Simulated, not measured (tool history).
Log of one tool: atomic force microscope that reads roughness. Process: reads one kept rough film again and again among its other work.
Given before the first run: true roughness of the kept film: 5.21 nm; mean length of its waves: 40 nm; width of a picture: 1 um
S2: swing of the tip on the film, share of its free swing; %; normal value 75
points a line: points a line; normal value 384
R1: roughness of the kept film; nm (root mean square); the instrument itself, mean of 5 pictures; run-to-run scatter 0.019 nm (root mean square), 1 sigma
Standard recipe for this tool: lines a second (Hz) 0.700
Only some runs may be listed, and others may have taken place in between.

{"run": 1, "hour": 0.0, "lines a second (Hz)": 0.7, "S2": 75, "points a line": 384, "R1": 4.455}
{"run": 2, "hour": 11.1, "lines a second (Hz)": 0.7, "S2": 75, "points a line": 384, "R1": 4.337}
{"run": 3, "hour": 17.9, "lines a second (Hz)": 0.7, "S2": 75, "points a line": 384, "R1": 4.255}
{"run": 4, "hour": 27.7, "lines a second (Hz)": 0.7, "S2": 75, "points a line": 384, "R1": 4.149}
{"run": 5, "hour": 38.7, "lines a second (Hz)": 0.7, "S2": 75, "points a line": 384, "R1": 4.037}
{"run": 6, "hour": 52.6, "lines a second (Hz)": 0.7, "S2": 75, "points a line": 384, "R1": 3.883}
{"hour": 58.7, "done": "new tip fitted"}
{"run": 7, "hour": 64.9, "lines a second (Hz)": 0.7, "S2": 75, "points a line": 305, "R1": 4.535}
{"run": 8, "hour": 70.8, "lines a second (Hz)": 1.607, "S2": 75, "points a line": 384, "R1": 4.204}
{"run": 9, "hour": 83.4, "lines a second (Hz)": 1.607, "S2": 75, "points a line": 384, "R1": 4.08}
{"run": 10, "hour": 95.2, "lines a second (Hz)": 0.7, "S2": 75, "points a line": 423, "R1": 4.177}
{"run": 11, "hour": 107.3, "lines a second (Hz)": 0.7, "S2": 75, "points a line": 423, "R1": 4.028}
{"run": 12, "hour": 116.6, "lines a second (Hz)": 0.7, "S2": 75, "points a line": 384, "R1": 3.963}
{"run": 13, "hour": 128.2, "lines a second (Hz)": 0.7, "S2": 75, "points a line": 384, "R1": 3.861}
{"hour": 130.1, "done": "new tip fitted"}
{"run": 14, "hour": 134.4, "lines a second (Hz)": 0.7, "S2": 75, "points a line": 374, "R1": 4.578}
{"run": 15, "hour": 143.3, "lines a second (Hz)": 0.7, "S2": 75, "points a line": 374, "R1": 4.503}
{"run": 16, "hour": 155.0, "lines a second (Hz)": 0.7, "S2": 75, "points a line": 374, "R1": 4.346}
{"run": 17, "hour": 163.4, "lines a second (Hz)": 0.7, "S2": 75, "points a line": 374, "R1": 4.268}
{"run": 18, "hour": 176.1, "lines a second (Hz)": 0.7, "S2": 75, "points a line": 617, "R1": 4.121}
{"run": 19, "hour": 183.1, "lines a second (Hz)": 0.7, "S2": 75, "points a line": 617, "R1": 4.046}
{"run": 20, "hour": 191.1, "lines a second (Hz)": 0.7, "S2": 75, "points a line": 617, "R1": 3.983}
{"hour": 192.9, "done": "height scale calibrated on a step standard"}
{"hour": 202.6, "done": "new tip fitted"}
{"run": 21, "hour": 204.4, "lines a second (Hz)": 0.7, "S2": 75, "points a line": 617, "R1": 4.64}
{"run": 22, "hour": 214.8, "lines a second (Hz)": 0.7, "S2": 75, "points a line": 617, "R1": 4.457}
{"run": 23, "hour": 228.1, "lines a second (Hz)": 0.7, "S2": 75, "points a line": 384, "R1": 4.335}
{"run": 24, "hour": 235.8, "lines a second (Hz)": 0.7, "S2": 75, "points a line": 793, "R1": 4.274}
{"run": 25, "hour": 247.4, "lines a second (Hz)": 1.07, "S2": 69, "points a line": 508, "R1": 4.116}
{"run": 26, "hour": 258.0, "lines a second (Hz)": 1.07, "S2": 69, "points a line": 508, "R1": 3.979}
{"hour": 265.2, "done": "height scale calibrated on a step standard, once more"}
{"run": 27, "hour": 269.1, "lines a second (Hz)": 1.07, "S2": 69, "points a line": 508, "R1": 3.897}
{"hour": 275.4, "done": "new tip fitted"}
{"run": 28, "hour": 278.9, "lines a second (Hz)": 0.947, "S2": 89, "points a line": 508, "R1": 4.317}
{"run": 29, "hour": 285.1, "lines a second (Hz)": 0.947, "S2": 89, "points a line": 508, "R1": 4.225}
{"run": 30, "hour": 296.5, "lines a second (Hz)": 1.353, "S2": 79, "points a line": 334, "R1": 4.131}
{"run": 31, "hour": 303.6, "lines a second (Hz)": 1.71, "S2": 75, "points a line": 400, "R1": 4.025}
{"run": 32, "hour": 317.7, "lines a second (Hz)": 1.661, "S2": 70, "points a line": 798, "R1": 4.006}
{"run": 33, "hour": 324.7, "lines a second (Hz)": 1.599, "S2": 56, "points a line": 846, "R1": 4.107}

Run 34 is up next; what results do you expect?
{"run": 34, "hour": 333.3, "lines a second (Hz)": 1.599, "S2": 56, "points a line": 846, "R1": "?"}

R1: 4.054 nm (root mean square)
With no hidden state in the tool, this same run would have given R1 4.742 nm (root mean square).
